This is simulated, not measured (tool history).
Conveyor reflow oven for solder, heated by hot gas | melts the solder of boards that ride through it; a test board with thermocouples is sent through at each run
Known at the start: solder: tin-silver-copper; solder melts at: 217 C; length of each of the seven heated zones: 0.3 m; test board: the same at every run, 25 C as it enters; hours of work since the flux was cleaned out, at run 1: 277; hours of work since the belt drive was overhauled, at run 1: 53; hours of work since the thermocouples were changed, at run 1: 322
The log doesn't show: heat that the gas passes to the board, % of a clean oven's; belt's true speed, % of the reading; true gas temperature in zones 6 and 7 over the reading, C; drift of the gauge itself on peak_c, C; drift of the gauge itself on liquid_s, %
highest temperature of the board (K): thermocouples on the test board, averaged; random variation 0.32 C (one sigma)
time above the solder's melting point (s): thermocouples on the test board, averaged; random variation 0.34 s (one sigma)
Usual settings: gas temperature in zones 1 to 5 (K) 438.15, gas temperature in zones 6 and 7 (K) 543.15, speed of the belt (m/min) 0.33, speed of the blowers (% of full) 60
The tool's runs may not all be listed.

run   hour  gas temperature in zones 1 to 5 (K)  gas temperature in zones 6 and 7 (K)  speed of the belt (m/min)  speed of the blowers (% of full)  hours of work since the flux was cleaned out  hours of work since the belt drive was overhauled  hours of work since the thermocouples were changed  highest temperature of the board (K)  time above the solder's melting point (s)
  1      0                               438.15                                543.15                       0.33                                60                                           277                                                 53                                                 322                                526.85                                       78.7
       8.7  -- flux residue cleaned out of gas plates and filters
  2     23                               438.15                                543.15                       0.33                                60                                             8                                                 63                                                 331                                526.85                                         79
  3     38                               438.15                                543.15                       0.33                                60                                            15                                                 71                                                 339                                526.35                                       78.7
  4     55                               438.15                                543.15                       0.33                                60                                            24                                                 80                                                 348                                527.25                                       78.8
  5   73.4                               438.15                                543.15                       0.33                                60                                            34                                                 89                                                 357                                526.65                                       79.1
  6   86.4                               438.15                                543.15                      0.276                                60                                            41                                                 96                                                 364                                532.25                                      102.9
  7   97.7                               451.15                                543.15                      0.276                                60                                            47                                                102                                                 370                                533.15                                      110.8
  8  106.9                               451.15                                543.15                      0.276                                60                                            52                                                107                                                 375                                533.65                                      111.4
  9  116.1                               438.15                                543.15                       0.33                                60                                            56                                                112                                                 380                                526.85                                       79.3
 10  135.9                               438.15                                543.15                       0.33                                60                                            67                                                122                                                 390                                527.75                                       79.2
 11  156.1                               438.15                                543.15                       0.33                                60                                            77                                                133                                                 401                                526.55                                       79.4
 12  168.8                               424.15                                548.15                       0.33                                60                                            84                                                139                                                 408                                529.25                                         76
 13  185.4                               440.15                                553.15                       0.33                                85                                            93                                                148                                                 416                                542.75                                       93.7
 14  206.9                               450.15                                543.15                      0.358                                60                                           104                                                159                                                 428                                525.75                                       76.6
 15  220.8                               444.15                                543.15                       0.33                                53                                           111                                                167                                                 435                                524.95                                       79.7
 16  237.4                               444.15                                555.15                      0.391                                53                                           120                                                175                                                 443                                528.25                                       68.4
 17  251.4                               444.15                                533.15                      0.288                                76                                           127                                                183                                                 451                                526.05                                         97
 18  262.2                               444.15                                533.15                      0.288                                76                                           133                                                188                                                 456                                525.85                                         97
 19  276.9                               444.15                                533.15                      0.288                                76                                           141                                                196                                                 464                                525.55                                       97.2
 20  291.2                               434.15                                535.15                       0.33                                56                                           148                                                203                                                 472                                517.75                                       66.5

Forecast each of these 3 alternatives for the next run:
  A  313.3                               424.15                                543.15                       0.33                                82                                           160                                                215                                                 483                                     ?                                          ?
  B  313.3                               434.15                                535.15                      0.285                                89                                           160                                                215                                                 483                                     ?                                          ?
  C  313.3                               438.15                                556.15                       0.33                                86                                           160                                                215                                                 483                                     ?                                          ?

run  highest temperature of the board (K)  time above the solder's melting point (s)
  A                                531.05                                       79.5
  B                                529.75                                       97.5
  C                                544.95                                       94.9
Without the tool's hidden state the same runs would have given:
run  highest temperature of the board (K)  time above the solder's melting point (s)
  A                                531.25                                       79.6
  B                                529.85                                       97.7
  C                                545.15                                         95
